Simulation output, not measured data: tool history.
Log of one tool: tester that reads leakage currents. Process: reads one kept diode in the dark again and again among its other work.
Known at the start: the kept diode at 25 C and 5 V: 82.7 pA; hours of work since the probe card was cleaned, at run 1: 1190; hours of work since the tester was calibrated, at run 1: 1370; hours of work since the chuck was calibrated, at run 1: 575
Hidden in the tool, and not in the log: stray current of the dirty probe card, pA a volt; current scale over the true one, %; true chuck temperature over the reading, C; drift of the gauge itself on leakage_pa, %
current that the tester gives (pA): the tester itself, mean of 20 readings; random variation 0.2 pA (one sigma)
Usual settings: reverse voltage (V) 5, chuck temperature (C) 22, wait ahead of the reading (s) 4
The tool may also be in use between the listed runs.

run	hour	reverse voltage (V)	chuck temperature (C)	wait ahead of the reading (s)	hours of work since the probe card was cleaned	hours of work since the tester was calibrated	hours of work since the chuck was calibrated	current that the tester gives (pA)
1	0	5	22	4	1190	1370	575	76.18
2	118.4	5	44	4	1243	1424	629	450.74
3	326.7	5	44	4	1338	1518	723	455.54
4	537.2	5	22	4	1433	1613	818	79.38
5	729.5	5	22	4	1519	1700	905	80.39
6	877.4	5	22	1.77	1586	1766	971	81.66
7	1054.4	5	22	1.77	1666	1846	1051	82.52
8	1243.3	5	22	1.77	1752	1932	1137	83.56
9	1351.1	5	22	1.77	1800	1980	1185	84.98
10	1452.4	5	36	4	1846	2026	1231	254.46
# hour 1535.4: probe card cleaned and baked
11	1592	5	22	4	26	2088	1293	71.3
12	1736.6	5	22	4	91	2153	1358	72.62
13	1881.5	5	22	4	156	2218	1424	73.29
14	2025.9	5	22	1.7	222	2284	1489	74.7
15	2190.5	5	22	1.7	296	2358	1563	76.22
16	2384.2	5	22	1.7	383	2446	1651	77.07
17	2602.5	5	22	1.7	482	2544	1749	78.16
18	2751.3	5	22	1.7	549	2611	1816	79.05
19	2947.9	5	25	4	638	2700	1905	103.32
20	3134.7	5	25	4	722	2784	1989	104.46
21	3283.4	9.29	25	0.87	789	2852	2057	143.28
22	3424.5	1.69	30	0.43	853	2915	2120	99.84
23	3527.7	1.69	30	0.43	900	2962	2167	100.29
# hour 3697.9: chuck's temperature calibrated
24	3703	9.83	25	2.41	978	3040	2	130.09
25	3819.7	5	24	0.86	1031	3093	55	86.71
26	4034.4	2.87	25	0.31	1128	3190	152	74.53
27	4124.1	5	33	0.35	1168	3230	192	186.45
28	4341.6	5	33	0.35	1266	3329	291	187.82
29	4537	5	33	0.35	1355	3417	379	190.82
30	4752.8	5	33	0.35	1452	3514	476	192.59
31	4844.8	6.89	59	4	1494	3556	518	1615.26
32	4977.1	1.63	35	4	1553	3616	578	134.63
33	5138.2	4.53	22	4	1626	3688	650	77.58
34	5283.9	5	54	4	1692	3754	716	993.78
35	5498.9	2.72	27	2.42	1789	3851	813	91.25
# hour 5544.5: tester calibrated
36	5620	2.72	27	2.42	1843	34	867	89.82
# hour 5710.5: probe card cleaned and baked
37	5757.2	2.72	27	2.42	21	95	928	82.11
38	5848.5	6.18	22	0.88	62	136	969	77.21
39	5973.9	16.24	28	0.88	119	193	1026	203.79

Forecast each of these 4 alternatives for the next run:
A	6110.9	5.08	28	8.37	181	254	1087	?
B	6110.9	1.06	42	0.88	181	254	1087	?
C	6110.9	6.31	33	0.88	181	254	1087	?
D	6110.9	16.24	34	0.88	181	254	1087	?

run	current that the tester gives (pA)
A	120.59
B	196.92
C	204.88
D	341.31
Without the tool's hidden state the same runs would have given:
run	current that the tester gives (pA)
A	108.89
B	181.08
C	186.25
D	309.05
